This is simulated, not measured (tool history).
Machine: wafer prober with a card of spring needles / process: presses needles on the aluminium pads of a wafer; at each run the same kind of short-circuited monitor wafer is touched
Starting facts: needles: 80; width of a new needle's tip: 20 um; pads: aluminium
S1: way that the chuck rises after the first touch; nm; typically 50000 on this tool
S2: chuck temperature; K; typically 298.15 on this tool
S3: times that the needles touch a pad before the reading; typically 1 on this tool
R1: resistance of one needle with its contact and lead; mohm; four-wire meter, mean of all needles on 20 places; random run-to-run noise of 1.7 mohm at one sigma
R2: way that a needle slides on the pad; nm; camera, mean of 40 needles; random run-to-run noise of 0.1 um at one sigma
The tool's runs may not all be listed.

Run 1, day 0.000: usual settings. Result: R1 187 mohm, R2 10870 nm.
At day 0.129: tips cleaned on abrasive film.
At day 0.258: tips cleaned on abrasive film.
At day 0.421: tips cleaned on abrasive film.
At day 0.550: tips cleaned on abrasive film.
Run 2, day 0.567: usual settings. Result: R1 243 mohm, R2 10540 nm.
At day 0.696: tips cleaned on abrasive film.
At day 0.858: tips cleaned on abrasive film.
At day 1.017: tips cleaned on abrasive film.
At day 1.179: tips cleaned on abrasive film.
At day 1.338: tips cleaned on abrasive film.
At day 1.442: height of the first contact set anew.
Run 3, day 1.442: usual settings but S1 58000 nm. Result: R1 305 mohm, R2 13600 nm.
At day 1.508: tips cleaned on abrasive film.
At day 1.671: tips cleaned on abrasive film.
At day 1.833: tips cleaned on abrasive film.
Run 4, day 1.921: usual settings but S1 58000 nm. Result: R1 304 mohm, R2 13470 nm.
At day 1.988: tips cleaned on abrasive film.
At day 2.117: tips cleaned on abrasive film.
At day 2.275: tips cleaned on abrasive film.
At day 2.438: tips cleaned on abrasive film.
At day 2.596: tips cleaned on abrasive film.
At day 2.758: tips cleaned on abrasive film.
At day 2.921: tips cleaned on abrasive film.
Run 5, day 2.996: usual settings but S1 58000 nm. Result: R1 286 mohm, R2 13380 nm.
At day 3.062: tips cleaned on abrasive film.
At day 3.225: tips cleaned on abrasive film.
At day 3.383: tips cleaned on abrasive film.
At day 3.546: tips cleaned on abrasive film.
At day 3.704: tips cleaned on abrasive film.
At day 3.867: tips cleaned on abrasive film.
At day 4.025: tips cleaned on abrasive film.
Run 6, day 4.075: usual settings. Result: R1 282 mohm, R2 11400 nm.
At day 4.171: tips cleaned on abrasive film.
At day 4.333: tips cleaned on abrasive film.
At day 4.492: tips cleaned on abrasive film.
At day 4.654: tips cleaned on abrasive film.
At day 4.812: tips cleaned on abrasive film.
At day 4.942: tips cleaned on abrasive film.
Run 7, day 5.054: usual settings. Result: R1 402 mohm, R2 11200 nm.
At day 5.092: tips cleaned on abrasive film.
At day 5.250: tips cleaned on abrasive film.
At day 5.412: tips cleaned on abrasive film.
At day 5.571: tips cleaned on abrasive film.
At day 5.733: tips cleaned on abrasive film.
At day 5.800: tips cleaned on abrasive film, once more.
At day 5.962: tips cleaned on abrasive film.
At day 6.121: tips cleaned on abrasive film.
Run 8, day 6.121: usual settings but S1 39000 nm. Result: R1 221 mohm, R2 8360 nm.
At day 6.279: tips cleaned on abrasive film.
At day 6.408: tips cleaned on abrasive film.
At day 6.571: tips cleaned on abrasive film.
At day 6.700: tips cleaned on abrasive film.
At day 6.833: tips cleaned on abrasive film.
Run 9, day 6.833: usual settings but S1 39000 nm. Result: R1 229 mohm, R2 8190 nm.
At day 6.967: tips cleaned on abrasive film.
At day 7.096: tips cleaned on abrasive film.
At day 7.254: tips cleaned on abrasive film.
At day 7.392: height of the first contact set anew.
At day 7.429: tips cleaned on abrasive film.
At day 7.588: tips cleaned on abrasive film.
At day 7.750: tips cleaned on abrasive film.
At day 7.879: tips cleaned on abrasive film.
Run 10, day 7.996: usual settings but S1 38000 nm. Result: R1 624 mohm, R2 8820 nm.
At day 8.033: tips cleaned on abrasive film.
At day 8.192: tips cleaned on abrasive film.
At day 8.354: tips cleaned on abrasive film.
At day 8.512: tips cleaned on abrasive film.
At day 8.675: tips cleaned on abrasive film.
At day 8.804: tips cleaned on abrasive film.
Run 11, day 8.917: usual settings but S1 32000 nm. Result: R1 788 mohm, R2 7190 nm.
At day 8.950: tips cleaned on abrasive film.
At day 9.112: tips cleaned on abrasive film.
At day 9.271: tips cleaned on abrasive film.
At day 9.433: tips cleaned on abrasive film.
Run 12, day 9.492: usual settings but S1 32000 nm. Result: R1 582 mohm, R2 7220 nm.
At day 9.592: tips cleaned on abrasive film.
At day 9.721: tips cleaned on abrasive film.
At day 9.879: tips cleaned on abrasive film.
At day 10.042: tips cleaned on abrasive film.
Run 13, day 10.121: usual settings but S1 58000 nm. Result: R1 324 mohm, R2 13080 nm.
At day 10.188: tips cleaned on abrasive film.
At day 10.317: tips cleaned on abrasive film.
At day 10.479: tips cleaned on abrasive film.
At day 10.638: tips cleaned on abrasive film.
At day 10.800: tips cleaned on abrasive film.
At day 10.962: tips cleaned on abrasive film.
Run 14, day 11.033: usual settings but S1 58000 nm. Result: R1 317 mohm, R2 12910 nm.
At day 11.100: tips cleaned on abrasive film.
At day 11.262: tips cleaned on abrasive film.
At day 11.421: tips cleaned on abrasive film.
At day 11.583: tips cleaned on abrasive film.
At day 11.742: tips cleaned on abrasive film.
At day 11.904: tips cleaned on abrasive film.
At day 12.062: tips cleaned on abrasive film.
Run 15, day 12.154: usual settings but S1 58000 nm. Result: R1 356 mohm, R2 12890 nm.
At day 12.221: tips cleaned on abrasive film.
At day 12.379: tips cleaned on abrasive film.
At day 12.542: tips cleaned on abrasive film.
At day 12.700: tips cleaned on abrasive film.
At day 12.862: tips cleaned on abrasive film.
At day 13.021: tips cleaned on abrasive film.
Run 16, day 13.100: usual settings but S1 58000 nm. Result: R1 351 mohm, R2 12760 nm.
At day 13.167: tips cleaned on abrasive film.
At day 13.296: tips cleaned on abrasive film.
At day 13.342: height of the first contact set anew.
At day 13.471: tips cleaned on abrasive film.
At day 13.600: tips cleaned on abrasive film.
At day 13.758: tips cleaned on abrasive film.
Run 17, day 13.842: usual settings but S1 58000 nm. Result: R1 342 mohm, R2 13570 nm.
At day 13.908: tips cleaned on abrasive film.
At day 14.067: tips cleaned on abrasive film.
At day 14.229: tips cleaned on abrasive film.
At day 14.358: tips cleaned on abrasive film.
At day 14.517: tips cleaned on abrasive film.
Run 18, day 14.633: usual settings but S1 60000 nm, S2 317.15 K. Result: R1 363 mohm, R2 13870 nm.
At day 14.667: tips cleaned on abrasive film.
At day 14.829: tips cleaned on abrasive film.
At day 14.988: tips cleaned on abrasive film.
At day 15.150: tips cleaned on abrasive film.
At day 15.279: tips cleaned on abrasive film.
Run 19, day 15.375: usual settings but S1 53000 nm, S2 312.15 K, S3 2. Result: R1 313 mohm, R2 12080 nm.
At day 15.412: tips cleaned on abrasive film.
At day 15.542: tips cleaned on abrasive film.
At day 15.700: tips cleaned on abrasive film.
At day 15.829: tips cleaned on abrasive film.
At day 15.992: tips cleaned on abrasive film.
Run 20, day 16.096: usual settings but S1 53000 nm, S2 312.15 K, S3 2. Result: R1 331 mohm, R2 11970 nm.
At day 16.133: tips cleaned on abrasive film.
At day 16.262: tips cleaned on abrasive film.
At day 16.421: tips cleaned on abrasive film.
At day 16.550: tips cleaned on abrasive film.
At day 16.712: tips cleaned on abrasive film.
At day 16.871: tips cleaned on abrasive film.
Run 21, day 16.871: usual settings but S1 57000 nm, S3 2. Result: R1 185 mohm, R2 12980 nm.
At day 17.033: tips cleaned on abrasive film.
At day 17.192: tips cleaned on abrasive film.
At day 17.321: tips cleaned on abrasive film.
At day 17.483: tips cleaned on abrasive film.
Run 22, day 17.504: usual settings but S1 45000 nm, S2 302.15 K, S3 2. Result: R1 271 mohm, R2 9750 nm.
At day 17.633: tips cleaned on abrasive film.
At day 17.792: tips cleaned on abrasive film.
At day 17.954: tips cleaned on abrasive film.
At day 18.104: tips cleaned on abrasive film.
Run 23, day 18.104: usual settings but S1 60000 nm, S2 324.15 K. Result: R1 188 mohm, R2 13310 nm.

Here are 5 independent what-if runs from the current tool condition. What would each one return?
At day 18.267: tips cleaned on abrasive film.
At day 18.425: tips cleaned on abrasive film.
At day 18.588: tips cleaned on abrasive film.
At day 18.746: tips cleaned on abrasive film.
Run A, day 18.838: usual settings but S1 55000 nm, S2 302.15 K. Result: R1 ?, R2 ?.
At day 18.267: tips cleaned on abrasive film.
At day 18.425: tips cleaned on abrasive film.
At day 18.588: tips cleaned on abrasive film.
At day 18.746: tips cleaned on abrasive film.
Run B, day 18.838: usual settings but S1 38000 nm, S2 303.15 K, S3 2. Result: R1 ?, R2 ?.
At day 18.267: tips cleaned on abrasive film.
At day 18.425: tips cleaned on abrasive film.
At day 18.588: tips cleaned on abrasive film.
At day 18.746: tips cleaned on abrasive film.
Run C, day 18.838: usual settings but S1 58000 nm. Result: R1 ?, R2 ?.
At day 18.267: tips cleaned on abrasive film.
At day 18.425: tips cleaned on abrasive film.
At day 18.588: tips cleaned on abrasive film.
At day 18.746: tips cleaned on abrasive film.
Run D, day 18.838: usual settings but S2 345.15 K. Result: R1 ?, R2 ?.
At day 18.267: tips cleaned on abrasive film.
At day 18.425: tips cleaned on abrasive film.
At day 18.588: tips cleaned on abrasive film.
At day 18.746: tips cleaned on abrasive film.
Run E, day 18.838: usual settings but S1 67000 nm, S2 299.15 K. Result: R1 ?, R2 ?.

run   R1     R2
  A  418  11860
  B  504   7970
  C  393  12710
  D  464  10730
  E  327  14770
What these runs would have given with no unlogged condition in the tool:
run   R1     R2
  A  166  12790
  B  173   8910
  C  165  13640
  D  176  11670
  E  160  15710

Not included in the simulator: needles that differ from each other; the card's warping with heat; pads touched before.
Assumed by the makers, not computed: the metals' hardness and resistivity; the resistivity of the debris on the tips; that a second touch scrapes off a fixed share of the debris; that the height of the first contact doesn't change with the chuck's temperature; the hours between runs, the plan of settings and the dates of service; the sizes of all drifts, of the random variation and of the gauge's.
